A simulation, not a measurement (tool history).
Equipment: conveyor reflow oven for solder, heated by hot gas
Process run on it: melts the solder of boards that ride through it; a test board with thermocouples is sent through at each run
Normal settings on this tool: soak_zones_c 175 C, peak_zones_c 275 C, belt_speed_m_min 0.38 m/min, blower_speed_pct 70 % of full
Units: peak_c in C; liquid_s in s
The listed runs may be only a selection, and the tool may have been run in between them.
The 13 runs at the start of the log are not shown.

run   hour  soak_zones_c  peak_zones_c  belt_speed_m_min  blower_speed_pct  peak_c  liquid_s
 14   95.4           175           275              0.38                70   251.6      80.7
 15  100.9           175           275              0.38                70   252.4      80.6
     108.5  -- thermocouples of zones 6 and 7 changed
 16  111.3           175           275             0.435                70   246.9      63.5
 17  116.3           175           275             0.341                83     259      99.8
 18  124.4           175           275             0.341                83   258.8      99.8
 19  131.7           175           275             0.341                83   258.6      99.6
 20  136.6           179           278             0.401                66   252.5      78.1
 21  141.7           179           286             0.329                66     267     113.7
 22  148.2           179           286             0.329                66   266.9     113.1
 23  155.8           167           274              0.36                80   253.3      84.1
 24  162.9           167           274              0.36                80   253.3      84.1

Run 25 is up next; what results do you expect?
 25  167.1           167           274              0.36                80       ?         ?

Run 25 measured peak_c 253.5 C, liquid_s 84.2 s.
If the tool had no hidden condition, the same run with the same run-to-run variation would have returned peak_c 257.4 C, liquid_s 89 s.

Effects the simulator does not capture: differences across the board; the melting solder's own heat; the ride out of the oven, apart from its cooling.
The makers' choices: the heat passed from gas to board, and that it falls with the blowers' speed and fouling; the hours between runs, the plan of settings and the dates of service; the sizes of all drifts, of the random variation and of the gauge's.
